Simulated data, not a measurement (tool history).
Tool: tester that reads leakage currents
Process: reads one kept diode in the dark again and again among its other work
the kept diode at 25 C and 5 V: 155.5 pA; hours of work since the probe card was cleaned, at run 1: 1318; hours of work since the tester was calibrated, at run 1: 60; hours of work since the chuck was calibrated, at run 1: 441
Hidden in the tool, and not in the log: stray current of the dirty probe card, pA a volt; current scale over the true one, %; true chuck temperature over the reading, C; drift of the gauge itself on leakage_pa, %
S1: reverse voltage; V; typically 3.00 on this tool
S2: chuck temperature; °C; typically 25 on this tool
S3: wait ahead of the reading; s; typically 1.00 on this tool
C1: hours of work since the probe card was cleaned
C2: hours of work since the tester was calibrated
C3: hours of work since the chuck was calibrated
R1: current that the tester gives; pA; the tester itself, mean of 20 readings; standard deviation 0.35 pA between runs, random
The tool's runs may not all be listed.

{"run": 1, "day": 0.0, "S1": 3.0, "S2": 25, "S3": 1.0, "C1": 1318, "C2": 60, "C3": 441, "R1": 116.9}
{"run": 2, "day": 1.171, "S1": 3.0, "S2": 25, "S3": 1.0, "C1": 1334, "C2": 77, "C3": 457, "R1": 116.45}
{"run": 3, "day": 2.012, "S1": 3.0, "S2": 25, "S3": 1.0, "C1": 1346, "C2": 88, "C3": 469, "R1": 116.79}
{"run": 4, "day": 3.429, "S1": 3.0, "S2": 25, "S3": 1.0, "C1": 1365, "C2": 108, "C3": 489, "R1": 116.13}
{"run": 5, "day": 4.229, "S1": 3.0, "S2": 25, "S3": 1.0, "C1": 1376, "C2": 119, "C3": 500, "R1": 117.35}
{"run": 6, "day": 5.25, "S1": 3.0, "S2": 25, "S3": 1.0, "C1": 1391, "C2": 133, "C3": 514, "R1": 116.95}
{"run": 7, "day": 6.075, "S1": 3.0, "S2": 38, "S3": 1.0, "C1": 1402, "C2": 144, "C3": 525, "R1": 345.96}
{"run": 8, "day": 7.462, "S1": 3.0, "S2": 25, "S3": 1.0, "C1": 1421, "C2": 164, "C3": 544, "R1": 116.1}
{"run": 9, "day": 8.729, "S1": 3.0, "S2": 25, "S3": 1.0, "C1": 1439, "C2": 181, "C3": 562, "R1": 116.7}
{"run": 10, "day": 9.817, "S1": 2.18, "S2": 25, "S3": 1.0, "C1": 1454, "C2": 196, "C3": 577, "R1": 97.08}
{"run": 11, "day": 10.546, "S1": 3.0, "S2": 25, "S3": 4.31, "C1": 1464, "C2": 206, "C3": 587, "R1": 115.76}
{"run": 12, "day": 11.775, "S1": 3.0, "S2": 25, "S3": 4.31, "C1": 1481, "C2": 223, "C3": 604, "R1": 115.66}
{"run": 13, "day": 13.229, "S1": 3.0, "S2": 25, "S3": 1.0, "C1": 1501, "C2": 243, "C3": 624, "R1": 117.4}
{"run": 14, "day": 14.5, "S1": 3.0, "S2": 25, "S3": 1.0, "C1": 1519, "C2": 261, "C3": 642, "R1": 116.56}
{"run": 15, "day": 15.267, "S1": 3.0, "S2": 25, "S3": 1.0, "C1": 1529, "C2": 272, "C3": 653, "R1": 117.02}
{"run": 16, "day": 16.542, "S1": 3.0, "S2": 25, "S3": 1.0, "C1": 1547, "C2": 289, "C3": 670, "R1": 116.84}
{"run": 17, "day": 17.592, "S1": 3.0, "S2": 25, "S3": 1.0, "C1": 1561, "C2": 304, "C3": 685, "R1": 116.37}
{"run": 18, "day": 18.875, "S1": 3.0, "S2": 25, "S3": 1.0, "C1": 1579, "C2": 322, "C3": 702, "R1": 116.1}
{"run": 19, "day": 20.129, "S1": 3.0, "S2": 25, "S3": 1.0, "C1": 1597, "C2": 339, "C3": 720, "R1": 116.15}
{"run": 20, "day": 21.321, "S1": 2.39, "S2": 28, "S3": 3.23, "C1": 1613, "C2": 355, "C3": 736, "R1": 131.76}
{"run": 21, "day": 22.35, "S1": 1.29, "S2": 25, "S3": 3.66, "C1": 1627, "C2": 370, "C3": 751, "R1": 71.13}
{"run": 22, "day": 23.575, "S1": 1.29, "S2": 52, "S3": 1.85, "C1": 1644, "C2": 387, "C3": 768, "R1": 624.4}
{"run": 23, "day": 24.5, "S1": 1.01, "S2": 42, "S3": 1.85, "C1": 1657, "C2": 399, "C3": 780, "R1": 253.01}
{"run": 24, "day": 25.554, "S1": 1.19, "S2": 33, "S3": 3.05, "C1": 1672, "C2": 414, "C3": 795, "R1": 134.84}
{"run": 25, "day": 26.492, "S1": 1.19, "S2": 33, "S3": 3.05, "C1": 1685, "C2": 427, "C3": 808, "R1": 134.45}
{"run": 26, "day": 27.233, "S1": 1.43, "S2": 22, "S3": 3.05, "C1": 1695, "C2": 437, "C3": 818, "R1": 57.81}
{"run": 27, "day": 28.308, "S1": 1.41, "S2": 22, "S3": 0.8, "C1": 1710, "C2": 452, "C3": 833, "R1": 57.89}
{"run": 28, "day": 29.096, "S1": 1.41, "S2": 22, "S3": 0.8, "C1": 1721, "C2": 463, "C3": 844, "R1": 57.94}
{"run": 29, "day": 30.242, "S1": 2.92, "S2": 32, "S3": 1.0, "C1": 1737, "C2": 479, "C3": 860, "R1": 208.4}
{"run": 30, "day": 31.212, "S1": 3.0, "S2": 43, "S3": 0.5, "C1": 1750, "C2": 492, "C3": 873, "R1": 514.07}
{"run": 31, "day": 32.55, "S1": 3.0, "S2": 39, "S3": 6.96, "C1": 1768, "C2": 511, "C3": 892, "R1": 373.86}
{"run": 32, "day": 33.583, "S1": 3.0, "S2": 24, "S3": 5.02, "C1": 1783, "C2": 525, "C3": 906, "R1": 105.82}
{"run": 33, "day": 34.558, "S1": 4.02, "S2": 42, "S3": 9.88, "C1": 1796, "C2": 539, "C3": 920, "R1": 562.85}
{"day": 35.192, "done": "probe card cleaned and baked"}
{"run": 34, "day": 35.929, "S1": 4.02, "S2": 42, "S3": 9.88, "C1": 10, "C2": 556, "C3": 937, "R1": 561.04}
{"run": 35, "day": 37.229, "S1": 4.99, "S2": 24, "S3": 1.23, "C1": 28, "C2": 574, "C3": 955, "R1": 143.18}
{"run": 36, "day": 38.375, "S1": 4.99, "S2": 24, "S3": 1.23, "C1": 44, "C2": 590, "C3": 971, "R1": 142.66}
{"run": 37, "day": 38.992, "S1": 3.0, "S2": 31, "S3": 1.0, "C1": 53, "C2": 598, "C3": 979, "R1": 194.62}

A few steps of R1 between consecutive runs. Split each: what settings, incoming material and random variation would produce without the hidden state, and what is left over for the hidden state, along with gauge scatter present in only one of the two compared results (measured, and without hidden state):
Run 21 -> 22: S2 25 -> 52, S3 3.66 -> 1.85. R1 +553.27 pA: hidden state -0.84, all else +554.11.
Run 32 -> 33: S1 3.00 -> 4.02, S2 24 -> 42, S3 5.02 -> 9.88. R1 +457.03 pA: hidden state -0.85, all else +457.88.
Run 34 -> 35: S1 4.02 -> 4.99, S2 42 -> 24, S3 9.88 -> 1.23. R1 -417.86 pA: hidden state +0.80, all else -418.66.
